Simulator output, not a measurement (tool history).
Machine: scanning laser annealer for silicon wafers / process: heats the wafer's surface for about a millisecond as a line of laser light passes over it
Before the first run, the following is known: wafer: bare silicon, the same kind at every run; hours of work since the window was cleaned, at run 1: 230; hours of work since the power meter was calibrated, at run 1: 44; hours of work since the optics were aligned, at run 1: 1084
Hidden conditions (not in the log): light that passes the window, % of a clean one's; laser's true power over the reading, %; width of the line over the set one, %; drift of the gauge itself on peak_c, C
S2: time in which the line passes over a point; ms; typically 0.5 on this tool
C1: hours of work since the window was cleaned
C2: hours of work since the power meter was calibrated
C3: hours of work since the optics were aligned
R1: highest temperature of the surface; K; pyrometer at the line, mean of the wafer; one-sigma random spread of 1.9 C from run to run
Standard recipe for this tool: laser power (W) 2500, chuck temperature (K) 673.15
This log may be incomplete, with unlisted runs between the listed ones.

run 1 hour=0 | laser_power_(W)=2500 S2=0.5 chuck_temperature_(K)=673.15 | C1=230 C2=44 C3=1084 | R1=1395.15
run 2 hour=21.2 | laser_power_(W)=2500 S2=0.5 chuck_temperature_(K)=673.15 | C1=239 C2=53 C3=1093 | R1=1396.15
run 3 hour=44 | laser_power_(W)=2500 S2=0.439 chuck_temperature_(K)=673.15 | C1=249 C2=63 C3=1102 | R1=1356.15
run 4 hour=68.8 | laser_power_(W)=2500 S2=0.439 chuck_temperature_(K)=673.15 | C1=259 C2=73 C3=1113 | R1=1353.15
run 5 hour=91.7 | laser_power_(W)=2500 S2=0.439 chuck_temperature_(K)=673.15 | C1=269 C2=83 C3=1123 | R1=1353.15
run 6 hour=112.2 | laser_power_(W)=2500 S2=0.433 chuck_temperature_(K)=673.15 | C1=277 C2=91 C3=1131 | R1=1349.15
run 7 hour=126.4 | laser_power_(W)=2500 S2=0.433 chuck_temperature_(K)=673.15 | C1=283 C2=97 C3=1137 | R1=1351.15
run 8 hour=141.7 | laser_power_(W)=2500 S2=0.433 chuck_temperature_(K)=673.15 | C1=290 C2=104 C3=1144 | R1=1349.15
run 9 hour=166.9 | laser_power_(W)=2500 S2=0.433 chuck_temperature_(K)=673.15 | C1=300 C2=114 C3=1154 | R1=1347.15
run 10 hour=179.7 | laser_power_(W)=2500 S2=0.433 chuck_temperature_(K)=673.15 | C1=306 C2=120 C3=1160 | R1=1349.15
run 11 hour=204.2 | laser_power_(W)=2641 S2=0.433 chuck_temperature_(K)=673.15 | C1=316 C2=130 C3=1170 | R1=1399.15
run 12 hour=220.6 | laser_power_(W)=2325 S2=0.433 chuck_temperature_(K)=673.15 | C1=323 C2=137 C3=1177 | R1=1291.15
run 13 hour=237 | laser_power_(W)=2325 S2=0.433 chuck_temperature_(K)=673.15 | C1=330 C2=144 C3=1184 | R1=1289.15
run 14 hour=250.6 | laser_power_(W)=2325 S2=0.59 chuck_temperature_(K)=673.15 | C1=336 C2=150 C3=1189 | R1=1386.15
run 15 hour=271.8 | laser_power_(W)=2325 S2=0.59 chuck_temperature_(K)=673.15 | C1=344 C2=159 C3=1198 | R1=1385.15
run 16 hour=295.4 | laser_power_(W)=2142 S2=0.5 chuck_temperature_(K)=673.15 | C1=354 C2=169 C3=1208 | R1=1268.15
run 17 hour=310.1 | laser_power_(W)=2500 S2=0.5 chuck_temperature_(K)=695.15 | C1=361 C2=175 C3=1215 | R1=1419.15
run 18 hour=328.9 | laser_power_(W)=2500 S2=0.5 chuck_temperature_(K)=695.15 | C1=369 C2=183 C3=1222 | R1=1418.15
run 19 hour=348.6 | laser_power_(W)=2500 S2=0.5 chuck_temperature_(K)=695.15 | C1=377 C2=191 C3=1231 | R1=1415.15
run 20 hour=365.7 | laser_power_(W)=2500 S2=0.5 chuck_temperature_(K)=695.15 | C1=384 C2=198 C3=1238 | R1=1417.15
run 21 hour=390.1 | laser_power_(W)=2500 S2=0.514 chuck_temperature_(K)=646.15 | C1=394 C2=208 C3=1248 | R1=1377.15
run 22 hour=413.1 | laser_power_(W)=2500 S2=0.514 chuck_temperature_(K)=646.15 | C1=404 C2=218 C3=1258 | R1=1381.15
-- hour=423.1 optics aligned, line set to its width
run 23 hour=437.7 | laser_power_(W)=2500 S2=0.479 chuck_temperature_(K)=664.15 | C1=412 C2=226 C3=6 | R1=1371.15
run 24 hour=453.3 | laser_power_(W)=2500 S2=0.597 chuck_temperature_(K)=673.15 | C1=419 C2=233 C3=13 | R1=1456.15
run 25 hour=470.8 | laser_power_(W)=2500 S2=0.587 chuck_temperature_(K)=673.15 | C1=426 C2=240 C3=20 | R1=1455.15
run 26 hour=497.9 | laser_power_(W)=2140 S2=0.572 chuck_temperature_(K)=664.15 | C1=438 C2=252 C3=32 | R1=1294.15
run 27 hour=514 | laser_power_(W)=2140 S2=0.356 chuck_temperature_(K)=664.15 | C1=444 C2=259 C3=38 | R1=1173.15
run 28 hour=537.9 | laser_power_(W)=2140 S2=0.356 chuck_temperature_(K)=664.15 | C1=454 C2=269 C3=48 | R1=1170.15
run 29 hour=564.1 | laser_power_(W)=2500 S2=0.5 chuck_temperature_(K)=695.15 | C1=466 C2=280 C3=59 | R1=1418.15
run 30 hour=579 | laser_power_(W)=2668 S2=0.501 chuck_temperature_(K)=669.15 | C1=472 C2=286 C3=66 | R1=1454.15
run 31 hour=605.3 | laser_power_(W)=2500 S2=0.598 chuck_temperature_(K)=704.15 | C1=483 C2=297 C3=77 | R1=1490.15
run 32 hour=624.7 | laser_power_(W)=2461 S2=0.604 chuck_temperature_(K)=653.15 | C1=491 C2=305 C3=85 | R1=1424.15
run 33 hour=647.9 | laser_power_(W)=2364 S2=0.446 chuck_temperature_(K)=674.15 | C1=501 C2=315 C3=95 | R1=1312.15

Branching from run 33: 3 alternative next runs. What would each branch give?
run A hour=670.5 | laser_power_(W)=2550 S2=0.494 chuck_temperature_(K)=667.15 | C1=510 C2=324 C3=104 | R1=?
run B hour=670.5 | laser_power_(W)=2501 S2=0.446 chuck_temperature_(K)=671.15 | C1=510 C2=324 C3=104 | R1=?
run C hour=670.5 | laser_power_(W)=2700 S2=0.538 chuck_temperature_(K)=698.15 | C1=510 C2=324 C3=104 | R1=?

run=A R1=1406.15
run=B R1=1362.15
run=C R1=1521.15
Without the tool's unlogged condition, the same runs would have read:
run=A R1=1406.15
run=B R1=1362.15
run=C R1=1522.15

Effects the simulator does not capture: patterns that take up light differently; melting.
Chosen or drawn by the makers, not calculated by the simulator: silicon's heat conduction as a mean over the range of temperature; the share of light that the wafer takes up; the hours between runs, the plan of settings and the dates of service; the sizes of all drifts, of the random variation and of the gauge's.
